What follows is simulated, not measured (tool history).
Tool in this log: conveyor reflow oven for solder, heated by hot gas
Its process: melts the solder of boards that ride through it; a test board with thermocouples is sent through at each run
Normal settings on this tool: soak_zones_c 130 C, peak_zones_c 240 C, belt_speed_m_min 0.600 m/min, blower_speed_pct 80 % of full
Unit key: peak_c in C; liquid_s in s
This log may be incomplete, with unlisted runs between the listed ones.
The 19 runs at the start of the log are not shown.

{"run": 20, "day": 14.771, "soak_zones_c": 132, "peak_zones_c": 240, "belt_speed_m_min": 0.6, "blower_speed_pct": 77, "peak_c": 219.91, "liquid_s": 44.9}
{"run": 21, "day": 15.671, "soak_zones_c": 132, "peak_zones_c": 240, "belt_speed_m_min": 0.6, "blower_speed_pct": 77, "peak_c": 219.68, "liquid_s": 44.9}
{"run": 22, "day": 16.529, "soak_zones_c": 130, "peak_zones_c": 240, "belt_speed_m_min": 0.624, "blower_speed_pct": 80, "peak_c": 218.54, "liquid_s": 42.0}
{"run": 23, "day": 17.45, "soak_zones_c": 130, "peak_zones_c": 236, "belt_speed_m_min": 0.594, "blower_speed_pct": 80, "peak_c": 217.22, "liquid_s": 43.4}
{"day": 18.192, "done": "flux residue cleaned out of gas plates and filters"}
{"run": 24, "day": 18.354, "soak_zones_c": 130, "peak_zones_c": 236, "belt_speed_m_min": 0.594, "blower_speed_pct": 80, "peak_c": 218.76, "liquid_s": 44.7}
{"run": 25, "day": 18.938, "soak_zones_c": 139, "peak_zones_c": 236, "belt_speed_m_min": 0.559, "blower_speed_pct": 80, "peak_c": 222.07, "liquid_s": 52.3}
{"run": 26, "day": 19.762, "soak_zones_c": 139, "peak_zones_c": 236, "belt_speed_m_min": 0.559, "blower_speed_pct": 80, "peak_c": 222.02, "liquid_s": 52.4}
{"run": 27, "day": 20.171, "soak_zones_c": 139, "peak_zones_c": 236, "belt_speed_m_min": 0.511, "blower_speed_pct": 64, "peak_c": 220.37, "liquid_s": 55.9}
{"run": 28, "day": 20.654, "soak_zones_c": 123, "peak_zones_c": 240, "belt_speed_m_min": 0.574, "blower_speed_pct": 71, "peak_c": 219.18, "liquid_s": 44.6}
{"run": 29, "day": 21.288, "soak_zones_c": 137, "peak_zones_c": 245, "belt_speed_m_min": 0.6, "blower_speed_pct": 89, "peak_c": 229.61, "liquid_s": 51.7}
{"run": 30, "day": 21.875, "soak_zones_c": 129, "peak_zones_c": 246, "belt_speed_m_min": 0.615, "blower_speed_pct": 70, "peak_c": 222.28, "liquid_s": 44.5}

Branching from run 30: 5 alternative next runs. What would each branch give?
{"run": "A", "day": 22.862, "soak_zones_c": 130, "peak_zones_c": 240, "belt_speed_m_min": 0.486, "blower_speed_pct": 52, "peak_c": "?", "liquid_s": "?"}
{"run": "B", "day": 22.862, "soak_zones_c": 130, "peak_zones_c": 249, "belt_speed_m_min": 0.6, "blower_speed_pct": 80, "peak_c": "?", "liquid_s": "?"}
{"run": "C", "day": 22.862, "soak_zones_c": 119, "peak_zones_c": 246, "belt_speed_m_min": 0.717, "blower_speed_pct": 70, "peak_c": "?", "liquid_s": "?"}
{"run": "D", "day": 22.862, "soak_zones_c": 130, "peak_zones_c": 252, "belt_speed_m_min": 0.582, "blower_speed_pct": 66, "peak_c": "?", "liquid_s": "?"}
{"run": "E", "day": 22.862, "soak_zones_c": 130, "peak_zones_c": 249, "belt_speed_m_min": 0.508, "blower_speed_pct": 80, "peak_c": "?", "liquid_s": "?"}

run=A peak_c=219.28 liquid_s=54.7
run=B peak_c=229.31 liquid_s=49.8
run=C peak_c=212.29 liquid_s=30.4
run=D peak_c=228.25 liquid_s=50.7
run=E peak_c=235.12 liquid_s=62.2
Had the tool no hidden state, the same runs would have come out as:
run=A peak_c=218.57 liquid_s=53.4
run=B peak_c=228.84 liquid_s=48.8
run=C peak_c=211.80 liquid_s=29.6
run=D peak_c=227.68 liquid_s=49.6
run=E peak_c=234.61 liquid_s=61.1
